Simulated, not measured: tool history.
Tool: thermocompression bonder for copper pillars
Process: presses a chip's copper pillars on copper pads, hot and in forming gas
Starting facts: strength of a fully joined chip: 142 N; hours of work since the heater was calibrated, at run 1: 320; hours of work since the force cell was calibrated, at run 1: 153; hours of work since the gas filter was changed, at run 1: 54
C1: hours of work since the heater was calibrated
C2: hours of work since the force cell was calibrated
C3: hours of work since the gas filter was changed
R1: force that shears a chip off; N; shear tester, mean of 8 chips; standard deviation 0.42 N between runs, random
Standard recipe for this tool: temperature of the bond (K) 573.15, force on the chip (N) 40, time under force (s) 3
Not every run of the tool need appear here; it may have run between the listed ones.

Run 1, hour 0: usual settings; C1 320; C2 153; C3 54. Result: R1 95.1 N.
Run 2, hour 4.8: usual settings; C1 323; C2 155; C3 57. Result: R1 95.1 N.
Run 3, hour 12.9: usual settings; C1 328; C2 160; C3 62. Result: R1 94.7 N.
Run 4, hour 19.6: usual settings; C1 332; C2 165; C3 66. Result: R1 95.2 N.
Run 5, hour 28.5: usual settings but time under force (s) 6; C1 337; C2 170; C3 71. Result: R1 111.4 N.
Run 6, hour 33.1: usual settings but time under force (s) 6; C1 340; C2 173; C3 74. Result: R1 112.2 N.
Run 7, hour 38.9: usual settings but time under force (s) 6; C1 344; C2 176; C3 78. Result: R1 111.3 N.
Run 8, hour 44.6: usual settings but time under force (s) 6; C1 347; C2 180; C3 81. Result: R1 111.6 N.
Run 9, hour 53.9: usual settings but time under force (s) 8; C1 353; C2 186; C3 87. Result: R1 117.7 N.
Run 10, hour 62.3: usual settings but time under force (s) 2; C1 358; C2 191; C3 92. Result: R1 84 N.
Run 11, hour 68.9: usual settings; C1 362; C2 195; C3 96. Result: R1 94.8 N.
Run 12, hour 74.5: usual settings; C1 365; C2 198; C3 99. Result: R1 94.3 N.
Run 13, hour 82.1: usual settings; C1 370; C2 203; C3 104. Result: R1 94.8 N.
Run 14, hour 90.6: usual settings; C1 375; C2 208; C3 109. Result: R1 93.6 N.
Run 15, hour 96: usual settings but time under force (s) 4; C1 379; C2 211; C3 113. Result: R1 100.6 N.
Run 16, hour 101.6: usual settings; C1 382; C2 215; C3 116. Result: R1 93.7 N.
Run 17, hour 107: usual settings but temperature of the bond (K) 578.15; C1 385; C2 218; C3 119. Result: R1 97.9 N.
Run 18, hour 112.8: usual settings; C1 389; C2 222; C3 123. Result: R1 94 N.
Run 19, hour 122.4: usual settings but temperature of the bond (K) 582.15; C1 395; C2 228; C3 129. Result: R1 100 N.
Run 20, hour 129.5: usual settings but temperature of the bond (K) 582.15; C1 399; C2 232; C3 133. Result: R1 99.6 N.
Run 21, hour 138.2: usual settings but temperature of the bond (K) 582.15; C1 404; C2 237; C3 138. Result: R1 99.8 N.
Run 22, hour 145.7: usual settings but temperature of the bond (K) 580.15, force on the chip (N) 46, time under force (s) 4; C1 409; C2 242; C3 143. Result: R1 110.8 N.
Run 23, hour 151.1: usual settings but force on the chip (N) 42, time under force (s) 2; C1 412; C2 245; C3 146. Result: R1 85 N.
Run 24, hour 159.8: usual settings but force on the chip (N) 42, time under force (s) 2; C1 418; C2 251; C3 152. Result: R1 85.8 N.
Run 25, hour 169.6: usual settings but force on the chip (N) 50, time under force (s) 2; C1 424; C2 257; C3 158. Result: R1 91.9 N.
Run 26, hour 178.3: usual settings but temperature of the bond (K) 602.15, force on the chip (N) 25; C1 429; C2 262; C3 163. Result: R1 93.9 N.
Run 27, hour 187.6: usual settings but temperature of the bond (K) 602.15, force on the chip (N) 25; C1 435; C2 268; C3 169. Result: R1 93.8 N.
Run 28, hour 196.7: usual settings but force on the chip (N) 58; C1 440; C2 273; C3 174. Result: R1 106.9 N.
Run 29, hour 205.6: usual settings but temperature of the bond (K) 551.15, force on the chip (N) 28; C1 446; C2 279; C3 180. Result: R1 64.5 N.
Run 30, hour 210.8: usual settings but temperature of the bond (K) 551.15, force on the chip (N) 26; C1 449; C2 282; C3 183. Result: R1 61.5 N.
Run 31, hour 216.9: usual settings but temperature of the bond (K) 549.15, force on the chip (N) 25, time under force (s) 7; C1 453; C2 286; C3 187. Result: R1 79.2 N.
Run 32, hour 221.5: usual settings but temperature of the bond (K) 549.15, force on the chip (N) 25, time under force (s) 7; C1 456; C2 288; C3 190. Result: R1 79.1 N.
Run 33, hour 225.7: usual settings but temperature of the bond (K) 549.15, force on the chip (N) 25, time under force (s) 7; C1 458; C2 291; C3 192. Result: R1 79.3 N.
Run 34, hour 232.4: usual settings but temperature of the bond (K) 549.15, force on the chip (N) 43, time under force (s) 2; C1 462; C2 295; C3 196. Result: R1 68.8 N.
Run 35, hour 238.5: usual settings but temperature of the bond (K) 562.15, force on the chip (N) 49, time under force (s) 4; C1 466; C2 299; C3 200. Result: R1 100.9 N.
Run 36, hour 244.3: usual settings but temperature of the bond (K) 597.15, force on the chip (N) 30; C1 470; C2 302; C3 204. Result: R1 97.1 N.
Run 37, hour 254: usual settings but force on the chip (N) 55; C1 475; C2 308; C3 210. Result: R1 105.5 N.
Run 38, hour 258.7: usual settings but force on the chip (N) 55; C1 478; C2 311; C3 212. Result: R1 104.8 N.

For some of the steps in R1 from one run to the next: how much would appear even if the tool had no hidden state, given the settings, what came in and random variation, and how much remains for the hidden state plus any gauge scatter that the measured result and the result without hidden state don't share?
The tool's hidden condition here consists of: true temperature of the bond over the reading, C; force that reaches the chip, % of what is set; oxide that the forming gas leaves, % of the face; drift of the gauge itself on shear_n, %.
Run 9 -> 10: time under force (s) 8 -> 2. R1 -33.7 N: hidden state +0.9, all else -34.6.
Run 22 -> 23: temperature of the bond (K) 580.15 -> 573.15, force on the chip (N) 46 -> 42, time under force (s) 4 -> 2. R1 -25.8 N: hidden state +1.1, all else -26.9.
Run 28 -> 29: temperature of the bond (K) 573.15 -> 551.15, force on the chip (N) 58 -> 28. R1 -42.4 N: hidden state +1.6, all else -44.
Run 34 -> 35: temperature of the bond (K) 549.15 -> 562.15, force on the chip (N) 43 -> 49, time under force (s) 2 -> 4. R1 +32.1 N: hidden state -1.4, all else +33.5.
